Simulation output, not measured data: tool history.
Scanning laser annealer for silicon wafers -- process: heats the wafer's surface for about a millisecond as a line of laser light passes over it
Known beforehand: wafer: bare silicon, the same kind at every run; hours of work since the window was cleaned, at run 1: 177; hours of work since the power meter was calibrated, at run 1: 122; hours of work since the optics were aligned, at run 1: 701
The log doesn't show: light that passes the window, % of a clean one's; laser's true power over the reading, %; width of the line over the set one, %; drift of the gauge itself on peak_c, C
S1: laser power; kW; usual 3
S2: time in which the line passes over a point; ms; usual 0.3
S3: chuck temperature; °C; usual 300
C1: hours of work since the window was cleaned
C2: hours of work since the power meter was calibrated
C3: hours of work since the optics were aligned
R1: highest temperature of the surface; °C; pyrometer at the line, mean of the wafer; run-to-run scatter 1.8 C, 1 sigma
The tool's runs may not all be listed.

{"run": 1, "hour": 0.0, "S1": 3, "S2": 0.3, "S3": 300, "C1": 177, "C2": 122, "C3": 701, "R1": 991}
{"run": 2, "hour": 20.5, "S1": 3, "S2": 0.3, "S3": 300, "C1": 191, "C2": 136, "C3": 715, "R1": 989}
{"run": 3, "hour": 39.2, "S1": 2.9, "S2": 0.3, "S3": 300, "C1": 203, "C2": 148, "C3": 728, "R1": 965}
{"run": 4, "hour": 59.7, "S1": 2.9, "S2": 0.3, "S3": 300, "C1": 217, "C2": 162, "C3": 741, "R1": 963}
{"run": 5, "hour": 75.2, "S1": 3, "S2": 0.3, "S3": 269, "C1": 227, "C2": 172, "C3": 751, "R1": 955}
{"run": 6, "hour": 87.9, "S1": 3, "S2": 0.3, "S3": 269, "C1": 236, "C2": 181, "C3": 760, "R1": 953}
{"run": 7, "hour": 98.4, "S1": 3, "S2": 0.3, "S3": 300, "C1": 243, "C2": 188, "C3": 767, "R1": 983}
{"run": 8, "hour": 112.1, "S1": 3, "S2": 0.3, "S3": 300, "C1": 252, "C2": 197, "C3": 776, "R1": 981}
{"run": 9, "hour": 129.6, "S1": 3, "S2": 0.3, "S3": 300, "C1": 263, "C2": 208, "C3": 788, "R1": 979}
{"run": 10, "hour": 149.2, "S1": 3, "S2": 0.3, "S3": 300, "C1": 276, "C2": 221, "C3": 801, "R1": 976}
{"run": 11, "hour": 165.6, "S1": 3, "S2": 0.3, "S3": 300, "C1": 287, "C2": 232, "C3": 812, "R1": 979}
{"run": 12, "hour": 180.4, "S1": 3, "S2": 0.281, "S3": 300, "C1": 297, "C2": 242, "C3": 822, "R1": 956}
{"run": 13, "hour": 189.7, "S1": 3, "S2": 0.281, "S3": 300, "C1": 303, "C2": 248, "C3": 828, "R1": 953}
{"run": 14, "hour": 205.9, "S1": 3.152, "S2": 0.3, "S3": 300, "C1": 314, "C2": 259, "C3": 839, "R1": 1015}
{"run": 15, "hour": 225.0, "S1": 3.152, "S2": 0.3, "S3": 300, "C1": 327, "C2": 272, "C3": 851, "R1": 1013}
{"run": 16, "hour": 235.4, "S1": 2.602, "S2": 0.3, "S3": 300, "C1": 334, "C2": 279, "C3": 858, "R1": 865}
{"run": 17, "hour": 249.3, "S1": 2.602, "S2": 0.3, "S3": 300, "C1": 343, "C2": 288, "C3": 868, "R1": 866}
{"run": 18, "hour": 265.8, "S1": 2.602, "S2": 0.3, "S3": 300, "C1": 354, "C2": 299, "C3": 879, "R1": 868}
{"run": 19, "hour": 278.0, "S1": 3, "S2": 0.244, "S3": 300, "C1": 362, "C2": 307, "C3": 887, "R1": 907}
{"hour": 282.7, "done": "laser's power meter calibrated"}
{"run": 20, "hour": 302.3, "S1": 3.24, "S2": 0.244, "S3": 300, "C1": 376, "C2": 13, "C3": 901, "R1": 961}
{"run": 21, "hour": 324.4, "S1": 3, "S2": 0.271, "S3": 300, "C1": 391, "C2": 28, "C3": 916, "R1": 933}
{"hour": 338.2, "done": "laser's power meter calibrated, once more"}
{"run": 22, "hour": 344.2, "S1": 3, "S2": 0.271, "S3": 300, "C1": 402, "C2": 4, "C3": 927, "R1": 931}
{"run": 23, "hour": 362.9, "S1": 2.62, "S2": 0.26, "S3": 326, "C1": 415, "C2": 16, "C3": 939, "R1": 855}
{"run": 24, "hour": 380.8, "S1": 3.021, "S2": 0.236, "S3": 338, "C1": 427, "C2": 28, "C3": 951, "R1": 931}
{"hour": 393.8, "done": "window over the wafer cleaned"}
{"run": 25, "hour": 399.6, "S1": 3.021, "S2": 0.236, "S3": 338, "C1": 4, "C2": 40, "C3": 962, "R1": 967}
{"run": 26, "hour": 409.7, "S1": 3.279, "S2": 0.273, "S3": 324, "C1": 11, "C2": 46, "C3": 969, "R1": 1070}
{"run": 27, "hour": 427.7, "S1": 2.647, "S2": 0.352, "S3": 262, "C1": 23, "C2": 58, "C3": 981, "R1": 914}
{"run": 28, "hour": 443.0, "S1": 3, "S2": 0.354, "S3": 315, "C1": 33, "C2": 68, "C3": 991, "R1": 1070}
{"run": 29, "hour": 455.1, "S1": 3, "S2": 0.254, "S3": 333, "C1": 41, "C2": 77, "C3": 999, "R1": 980}
{"run": 30, "hour": 469.0, "S1": 3, "S2": 0.254, "S3": 333, "C1": 50, "C2": 86, "C3": 1009, "R1": 977}
{"run": 31, "hour": 485.9, "S1": 3.204, "S2": 0.3, "S3": 263, "C1": 61, "C2": 97, "C3": 1020, "R1": 1017}
{"run": 32, "hour": 495.0, "S1": 2.584, "S2": 0.3, "S3": 300, "C1": 67, "C2": 103, "C3": 1026, "R1": 882}
{"run": 33, "hour": 507.4, "S1": 2.584, "S2": 0.3, "S3": 300, "C1": 76, "C2": 111, "C3": 1034, "R1": 883}
{"run": 34, "hour": 526.0, "S1": 3, "S2": 0.28, "S3": 300, "C1": 88, "C2": 124, "C3": 1047, "R1": 971}
{"run": 35, "hour": 546.6, "S1": 2.643, "S2": 0.352, "S3": 307, "C1": 102, "C2": 138, "C3": 1060, "R1": 951}
{"run": 36, "hour": 561.7, "S1": 2.643, "S2": 0.352, "S3": 307, "C1": 112, "C2": 148, "C3": 1070, "R1": 950}
{"run": 37, "hour": 577.5, "S1": 2.646, "S2": 0.226, "S3": 306, "C1": 122, "C2": 158, "C3": 1081, "R1": 828}
{"run": 38, "hour": 586.5, "S1": 2.646, "S2": 0.226, "S3": 306, "C1": 128, "C2": 164, "C3": 1087, "R1": 825}
{"run": 39, "hour": 601.9, "S1": 2.722, "S2": 0.3, "S3": 336, "C1": 139, "C2": 174, "C3": 1097, "R1": 946}
{"run": 40, "hour": 619.4, "S1": 2.833, "S2": 0.29, "S3": 300, "C1": 150, "C2": 186, "C3": 1109, "R1": 932}
{"run": 41, "hour": 637.8, "S1": 2.577, "S2": 0.299, "S3": 300, "C1": 163, "C2": 198, "C3": 1121, "R1": 872}
{"run": 42, "hour": 650.5, "S1": 2.577, "S2": 0.299, "S3": 300, "C1": 171, "C2": 207, "C3": 1130, "R1": 872}

For some of the steps in R1 from one run to the next: how much would appear even if the tool had no hidden state, given the settings, what came in and random variation, and how much remains for the hidden state plus any gauge scatter that the measured result and the result without hidden state don't share?
Run 15 -> 16: S1 3.152 -> 2.602. R1 -148 °C: hidden state +8, all else -156.
Run 22 -> 23: S1 3 -> 2.62, S2 0.271 -> 0.26, S3 300 -> 326. R1 -76 °C: hidden state +8, all else -84.
Run 24 -> 25: window over the wafer cleaned. R1 +36 °C: hidden state +38, all else -2.
Run 26 -> 27: S1 3.279 -> 2.647, S2 0.273 -> 0.352, S3 324 -> 262. R1 -156 °C: hidden state +1, all else -157.
Run 27 -> 28: S1 2.647 -> 3, S2 0.352 -> 0.354, S3 262 -> 315. R1 +156 °C: hidden state -4, all else +160.
